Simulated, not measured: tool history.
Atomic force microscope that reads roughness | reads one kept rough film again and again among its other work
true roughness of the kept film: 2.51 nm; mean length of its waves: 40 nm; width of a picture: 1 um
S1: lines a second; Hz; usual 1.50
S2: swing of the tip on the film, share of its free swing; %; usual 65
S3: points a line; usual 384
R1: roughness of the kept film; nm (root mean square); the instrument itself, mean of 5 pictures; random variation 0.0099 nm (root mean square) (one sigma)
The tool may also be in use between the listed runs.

Run 1, hour 0.0: usual settings. Result: R1 2.218 nm (root mean square).
At hour 35.5: new tip fitted.
Run 2, hour 63.4: usual settings. Result: R1 1.993 nm (root mean square).
At hour 69.0: new tip fitted.
At hour 100.7: new tip fitted.
Run 3, hour 131.2: usual settings. Result: R1 1.966 nm (root mean square).
At hour 137.2: new tip fitted.
At hour 170.1: new tip fitted.
Run 4, hour 197.2: usual settings but S3 442. Result: R1 2.036 nm (root mean square).
At hour 203.6: new tip fitted.
At hour 239.8: new tip fitted.
Run 5, hour 259.5: usual settings but S3 442. Result: R1 2.055 nm (root mean square).
At hour 272.4: new tip fitted.
At hour 273.4: height scale calibrated on a step standard.
Run 6, hour 289.2: usual settings but S2 70 %. Result: R1 2.092 nm (root mean square).
At hour 305.6: new tip fitted.
At hour 339.6: new tip fitted.
Run 7, hour 346.8: usual settings but S2 70 %. Result: R1 2.163 nm (root mean square).
At hour 375.5: new tip fitted.
At hour 406.7: new tip fitted.
Run 8, hour 415.9: usual settings but S2 70 %, S3 917. Result: R1 2.164 nm (root mean square).
At hour 438.6: new tip fitted.
Run 9, hour 451.4: usual settings but S2 70 %, S3 917. Result: R1 2.132 nm (root mean square).
At hour 471.1: new tip fitted.
At hour 503.9: new tip fitted.
Run 10, hour 503.9: usual settings but S1 2.39 Hz, S2 82 %. Result: R1 2.047 nm (root mean square).
At hour 535.7: new tip fitted.
Run 11, hour 562.1: usual settings but S1 0.91 Hz, S3 296. Result: R1 2.070 nm (root mean square).
At hour 567.2: new tip fitted.
At hour 598.5: new tip fitted.
Run 12, hour 611.4: usual settings but S1 3.10 Hz, S2 70 %, S3 770. Result: R1 2.024 nm (root mean square).
At hour 631.7: new tip fitted.
Run 13, hour 652.0: usual settings but S1 3.10 Hz, S2 70 %, S3 770. Result: R1 1.963 nm (root mean square).
At hour 666.0: new tip fitted.
Run 14, hour 687.4: usual settings but S1 2.82 Hz, S3 530. Result: R1 2.043 nm (root mean square).
At hour 697.5: new tip fitted.
At hour 730.9: new tip fitted.
Run 15, hour 756.2: usual settings but S2 56 %. Result: R1 2.079 nm (root mean square).

4 ways to go on from here, each from the tool as it stands after run 15. What would each give?
At hour 768.2: new tip fitted.
Run A, hour 787.9: usual settings but S1 0.88 Hz, S2 56 %. Result: R1 ?.
At hour 768.2: new tip fitted.
Run B, hour 787.9: usual settings but S2 69 %. Result: R1 ?.
At hour 768.2: new tip fitted.
Run C, hour 787.9: usual settings but S1 1.92 Hz, S2 79 %, S3 992. Result: R1 ?.
At hour 768.2: new tip fitted.
Run D, hour 787.9: usual settings but S1 1.22 Hz, S2 56 %. Result: R1 ?.

run     R1
  A  2.155
  B  2.103
  C  1.980
  D  2.152
Without the tool's hidden state the same runs would have given:
run     R1
  A  2.306
  B  2.250
  C  2.118
  D  2.302

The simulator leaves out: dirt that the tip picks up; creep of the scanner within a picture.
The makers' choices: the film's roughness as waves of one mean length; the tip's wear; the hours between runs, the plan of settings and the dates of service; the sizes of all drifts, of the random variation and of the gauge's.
